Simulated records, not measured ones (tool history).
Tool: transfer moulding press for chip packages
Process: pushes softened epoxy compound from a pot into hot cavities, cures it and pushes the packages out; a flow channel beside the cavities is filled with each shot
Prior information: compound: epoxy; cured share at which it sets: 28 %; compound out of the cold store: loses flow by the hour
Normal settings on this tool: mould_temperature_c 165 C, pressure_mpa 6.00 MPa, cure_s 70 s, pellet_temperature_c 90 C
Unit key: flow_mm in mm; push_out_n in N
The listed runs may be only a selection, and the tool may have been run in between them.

| run | hour | mould_temperature_c | pressure_mpa | cure_s | pellet_temperature_c | incoming compound's hours out of the cold store | flow_mm | push_out_n |
|---|---|---|---|---|---|---|---|---|
| 1 | 0.0 | 165 | 6.00 | 70 | 90 | 47.4 | 498 | 418 |
| 2 | 9.4 | 165 | 6.00 | 77 | 90 | 45.3 | 510 | 402 |
| 3 | 19.0 | 165 | 6.00 | 59 | 90 | 20.1 | 585 | 803 |
| 4 | 23.6 | 165 | 6.00 | 59 | 90 | 47.3 | 501 | 732 |
| 5 | 29.1 | 165 | 6.00 | 59 | 90 | 17.2 | 604 | 858 |
| 6 | 39.9 | 165 | 6.00 | 59 | 90 | 46.3 | 511 | 796 |
| 7 | 50.4 | 165 | 6.00 | 70 | 90 | 17.6 | 585 | 607 |
| 8 | 61.5 | 165 | 6.00 | 70 | 90 | 20.2 | 586 | 609 |
| 9 | 67.6 | 165 | 6.00 | 70 | 90 | 45.6 | 505 | 664 |
| 10 | 76.2 | 165 | 6.00 | 70 | 90 | 8.0 | 633 | 719 |
| 11 | 80.8 | 165 | 6.00 | 70 | 90 | 24.3 | 560 | 660 |
| 12 | 87.5 | 165 | 6.00 | 70 | 90 | 28.3 | 553 | 685 |
| 13 | 92.0 | 165 | 6.00 | 70 | 81 | 40.3 | 511 | 656 |
| 14 | 100.6 | 165 | 6.00 | 70 | 81 | 22.2 | 576 | 688 |
| 15 | 108.0 | 167 | 6.00 | 70 | 90 | 22.0 | 559 | 562 |
| 16 | 119.4 | 165 | 4.75 | 91 | 85 | 43.6 | 450 | 272 |
| 17 | 127.6 | 165 | 7.49 | 70 | 85 | 10.7 | 684 | 482 |
| 18 | 135.0 | 164 | 5.67 | 57 | 100 | 25.1 | 536 | 798 |
| 19 | 143.9 | 164 | 5.67 | 57 | 100 | 33.0 | 509 | 776 |
| 20 | 152.8 | 169 | 6.34 | 70 | 90 | 11.3 | 607 | 461 |
| 21 | 158.0 | 170 | 5.15 | 57 | 88 | 31.7 | 491 | 620 |
| 22 | 162.5 | 165 | 4.81 | 59 | 93 | 24.0 | 498 | 813 |
| 23 | 170.8 | 165 | 4.81 | 59 | 93 | 46.2 | 435 | 765 |
| 24 | 175.6 | 169 | 5.56 | 58 | 84 | 12.9 | 565 | 742 |
| 25 | 182.2 | 169 | 5.56 | 58 | 84 | 42.5 | 463 | 662 |
| 26 | 186.7 | 170 | 6.23 | 51 | 94 | 27.6 | 541 | 873 |
| 27 | 191.1 | 170 | 6.23 | 51 | 94 | 31.4 | 522 | 852 |
| 28 | 198.1 | 170 | 6.23 | 51 | 94 | 37.0 | 503 | 883 |
| 29 | 204.4 | 159 | 6.00 | 75 | 90 | 23.1 | 569 | 475 |
| 30 | 215.0 | 169 | 6.00 | 68 | 90 | 20.6 | 554 | 367 |

Taken out of this log: 3 entries between the listed runs. Where each belongs, and how the hidden state differs across it:
After run 8, before run 9: cavities cleaned with cleaning compound and waxed (hour 63.5)
  pressure that reaches the compound, % of what is set: 92.27 -> 92.04; grip of the stained cavities, % over clean ones': 87.4 -> 120.7
  difference, measured minus the result without the unlogged condition, flow_mm: -25 -> -22 mm; push_out_n: +273 -> +352 N
After run 15, before run 16: cavities cleaned with cleaning compound and waxed, once more (hour 110.7)
  true mould temperature over the reading, C: 0.62 -> 0.63; pressure that reaches the compound, % of what is set: 90.08 -> 89.59; grip of the stained cavities, % over clean ones': 102.9 -> 22.4
  difference, measured minus the result without the unlogged condition, flow_mm: -32 -> -27 mm; push_out_n: +279 -> +49 N
After run 28, before run 29: cavities cleaned with cleaning compound and waxed (hour 201.4)
  pressure that reaches the compound, % of what is set: 85.85 -> 85.62; grip of the stained cavities, % over clean ones': 89.2 -> 8.5
  difference, measured minus the result without the unlogged condition, flow_mm: -41 -> -48 mm; push_out_n: +395 -> +16 N
